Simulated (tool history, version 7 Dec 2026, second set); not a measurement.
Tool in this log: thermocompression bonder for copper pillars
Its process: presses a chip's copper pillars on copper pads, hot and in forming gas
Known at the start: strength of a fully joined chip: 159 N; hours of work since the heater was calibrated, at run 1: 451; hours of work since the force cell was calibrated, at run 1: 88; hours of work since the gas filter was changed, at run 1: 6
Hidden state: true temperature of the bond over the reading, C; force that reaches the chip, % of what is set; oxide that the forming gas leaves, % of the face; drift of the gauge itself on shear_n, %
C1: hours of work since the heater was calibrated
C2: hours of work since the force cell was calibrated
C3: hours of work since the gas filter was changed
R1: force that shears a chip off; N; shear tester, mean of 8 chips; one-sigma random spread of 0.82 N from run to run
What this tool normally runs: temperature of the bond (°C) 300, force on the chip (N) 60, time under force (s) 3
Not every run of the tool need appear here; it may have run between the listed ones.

Run 1, hour 0: usual settings; C1 451; C2 88; C3 6. Result: R1 61.1 N.
Run 2, hour 9.8: usual settings but force on the chip (N) 61; C1 456; C2 93; C3 12. Result: R1 61.9 N.
Run 3, hour 17.5: usual settings but time under force (s) 7; C1 461; C2 97; C3 16. Result: R1 84.1 N.
Run 4, hour 25.6: usual settings but time under force (s) 7; C1 465; C2 102; C3 20. Result: R1 84.1 N.
Run 5, hour 35.2: usual settings but time under force (s) 7; C1 470; C2 107; C3 26. Result: R1 84 N.
Run 6, hour 41: usual settings but time under force (s) 7; C1 473; C2 110; C3 29. Result: R1 82.2 N.
Run 7, hour 47: usual settings but time under force (s) 4; C1 477; C2 113; C3 32. Result: R1 66.4 N.
Run 8, hour 54.1: usual settings; C1 481; C2 117; C3 36. Result: R1 60.5 N.
Run 9, hour 62.3: usual settings; C1 485; C2 122; C3 41. Result: R1 59.7 N.
Run 10, hour 69.9: usual settings; C1 489; C2 126; C3 45. Result: R1 60.7 N.
Run 11, hour 75.2: usual settings but force on the chip (N) 73, time under force (s) 5; C1 492; C2 129; C3 48. Result: R1 88.4 N.
Run 12, hour 86.2: usual settings but temperature of the bond (°C) 271, time under force (s) 2; C1 498; C2 135; C3 54. Result: R1 33.2 N.
Run 13, hour 90.8: usual settings but temperature of the bond (°C) 271, time under force (s) 2; C1 501; C2 137; C3 56. Result: R1 32.6 N.
Run 14, hour 100.4: usual settings but temperature of the bond (°C) 271, force on the chip (N) 45, time under force (s) 8; C1 506; C2 143; C3 61. Result: R1 41.8 N.
Run 15, hour 110.3: usual settings but temperature of the bond (°C) 276, force on the chip (N) 70, time under force (s) 2; C1 511; C2 148; C3 67. Result: R1 43.8 N.
Run 16, hour 115.1: usual settings but temperature of the bond (°C) 301; C1 514; C2 151; C3 69. Result: R1 61 N.
Run 17, hour 123.1: usual settings but temperature of the bond (°C) 287, force on the chip (N) 48; C1 518; C2 155; C3 74. Result: R1 38 N.
Run 18, hour 134.5: usual settings but temperature of the bond (°C) 287, force on the chip (N) 48; C1 525; C2 161; C3 80. Result: R1 37.6 N.

Forecast run 19:
Run 19, hour 143: usual settings but temperature of the bond (°C) 287, force on the chip (N) 42; C1 529; C2 166; C3 85. Result: R1 ?.

R1: 32.6 N
Had the tool carried no hidden state, the very same run would have given R1 36.1 N.
